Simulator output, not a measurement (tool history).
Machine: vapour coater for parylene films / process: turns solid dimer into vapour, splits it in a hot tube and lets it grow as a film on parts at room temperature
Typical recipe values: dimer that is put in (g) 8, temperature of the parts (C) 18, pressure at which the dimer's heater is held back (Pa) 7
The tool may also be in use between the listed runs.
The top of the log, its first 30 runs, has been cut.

run   hour  dimer that is put in (g)  temperature of the parts (C)  pressure at which the dimer's heater is held back (Pa)  hours of work since the trap's valve was overhauled  hours of work since the table's thermometer was calibrated  thickness of the film (um)
 31  783.5                         8                            11                                                       7                                                  263                                                        1231                        2.34
 32  802.3                         8                            11                                                    2.56                                                  278                                                        1247                       2.836
     806.7  -- table's thermometer calibrated
 33    841                         8                            13                                                    9.11                                                  310                                                          29                       1.934
 34  865.7                        10                            26                                                       7                                                  331                                                          50                       1.375
 35  900.4                        10                            26                                                    2.82                                                  360                                                          79                        1.63
 36  923.1                         7                            30                                                    8.58                                                  379                                                          98                       0.763
 37  947.7                         6                            11                                                       7                                                  400                                                         118                       1.679
 38  970.3                         6                            11                                                       7                                                  419                                                         137                       1.674

5 options for the next run, each taken on its own from the tool as it stands now. Forecast them:
  A  1004.1                         7                            21                                                       7                                                  447                                                         166                           ?
  B  1004.1                        14                            18                                                    2.47                                                  447                                                         166                           ?
  C  1004.1                         8                            18                                                    2.34                                                  447                                                         166                           ?
  D  1004.1                         8                            11                                                    2.02                                                  447                                                         166                           ?
  E  1004.1                         8                            18                                                    5.28                                                  447                                                         166                           ?

run  thickness of the film (um)
  A                       1.215
  B                       3.409
  C                       1.972
  D                       2.828
  E                       1.683
Without the tool's hidden state the same runs would have given:
run  thickness of the film (um)
  A                       1.233
  B                        3.46
  C                       2.001
  D                        2.87
  E                       1.708
